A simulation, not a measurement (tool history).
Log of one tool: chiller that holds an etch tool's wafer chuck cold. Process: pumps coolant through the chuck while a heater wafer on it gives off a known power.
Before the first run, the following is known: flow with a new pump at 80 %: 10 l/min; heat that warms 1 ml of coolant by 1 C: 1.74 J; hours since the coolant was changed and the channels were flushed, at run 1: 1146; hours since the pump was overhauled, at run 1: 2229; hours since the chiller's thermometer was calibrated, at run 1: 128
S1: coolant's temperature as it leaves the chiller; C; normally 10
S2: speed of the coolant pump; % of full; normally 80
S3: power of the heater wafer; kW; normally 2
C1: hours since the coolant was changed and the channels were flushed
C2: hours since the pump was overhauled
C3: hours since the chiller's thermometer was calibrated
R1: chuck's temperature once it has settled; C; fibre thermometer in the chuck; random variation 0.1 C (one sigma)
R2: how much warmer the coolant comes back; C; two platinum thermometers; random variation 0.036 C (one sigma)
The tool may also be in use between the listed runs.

Run 1, hour 0: usual settings; C1 1146; C2 2229; C3 128. Result: R1 29.3 C, R2 7.2 C.
Run 2, hour 39.2: usual settings but S3 1.359 kW; C1 1185; C2 2268; C3 168. Result: R1 23.2 C, R2 4.87 C.
Run 3, hour 91.7: usual settings but S3 1.359 kW; C1 1238; C2 2320; C3 220. Result: R1 23.1 C, R2 4.89 C.
Run 4, hour 132.6: usual settings but S3 1.359 kW; C1 1278; C2 2361; C3 261. Result: R1 23.1 C, R2 4.93 C.
Run 5, hour 173.4: usual settings but S3 1.359 kW; C1 1319; C2 2402; C3 302. Result: R1 23 C, R2 4.92 C.
Run 6, hour 227.8: usual settings but S3 1.359 kW; C1 1374; C2 2457; C3 356. Result: R1 23.4 C, R2 4.88 C.
Run 7, hour 280.2: usual settings but S3 1.738 kW; C1 1426; C2 2509; C3 409. Result: R1 26.7 C, R2 6.22 C.
Run 8, hour 325.2: usual settings but S3 1.526 kW; C1 1471; C2 2554; C3 454. Result: R1 24.9 C, R2 5.53 C.
Run 9, hour 383.7: usual settings but S3 1.526 kW; C1 1530; C2 2612; C3 512. Result: R1 24.8 C, R2 5.49 C.
Run 10, hour 427.3: usual settings but S3 1.526 kW; C1 1573; C2 2656; C3 556. Result: R1 24.7 C, R2 5.49 C.
Run 11, hour 478.6: usual settings but S3 1.184 kW; C1 1625; C2 2707; C3 607. Result: R1 21.5 C, R2 4.27 C.
Run 12, hour 534: usual settings but S3 1.184 kW; C1 1680; C2 2763; C3 662. Result: R1 21.5 C, R2 4.3 C.
Run 13, hour 598.5: usual settings but S3 1.184 kW; C1 1744; C2 2827; C3 727. Result: R1 21.5 C, R2 4.28 C.
Run 14, hour 630: usual settings but S3 1.184 kW; C1 1776; C2 2859; C3 758. Result: R1 21.5 C, R2 4.28 C.
Run 15, hour 683.5: usual settings but S3 1.184 kW; C1 1829; C2 2912; C3 812. Result: R1 21.7 C, R2 4.29 C.
Run 16, hour 732.3: usual settings but S3 1.184 kW; C1 1878; C2 2961; C3 861. Result: R1 21.5 C, R2 4.26 C.
Run 17, hour 789.9: usual settings but S1 14 C, S2 91 % of full, S3 2.031 kW; C1 1936; C2 3019; C3 918. Result: R1 31.7 C, R2 6.32 C.
Run 18, hour 828.2: usual settings but S1 17 C, S3 2.665 kW; C1 1974; C2 3057; C3 957. Result: R1 43.1 C, R2 9.67 C.
At hour 836.3: coolant pump overhauled.
Run 19, hour 880.5: usual settings but S1 17 C, S3 2.665 kW; C1 2021; C2 44; C3 1004. Result: R1 43.6 C, R2 10 C.
Run 20, hour 941.7: usual settings but S1 17 C, S3 2.665 kW; C1 2083; C2 105; C3 1065. Result: R1 43.7 C, R2 9.92 C.

What does the tool deliver on the next run?
Run 21, hour 1009.2: usual settings but S1 17 C, S3 2.665 kW; C1 2150; C2 173; C3 1133. Result: R1 ?, R2 ?.

Run 21 gave R1 43.8 C, R2 9.93 C.
With no hidden state in the tool, this same run would have given R1 41.7 C, R2 9.19 C.

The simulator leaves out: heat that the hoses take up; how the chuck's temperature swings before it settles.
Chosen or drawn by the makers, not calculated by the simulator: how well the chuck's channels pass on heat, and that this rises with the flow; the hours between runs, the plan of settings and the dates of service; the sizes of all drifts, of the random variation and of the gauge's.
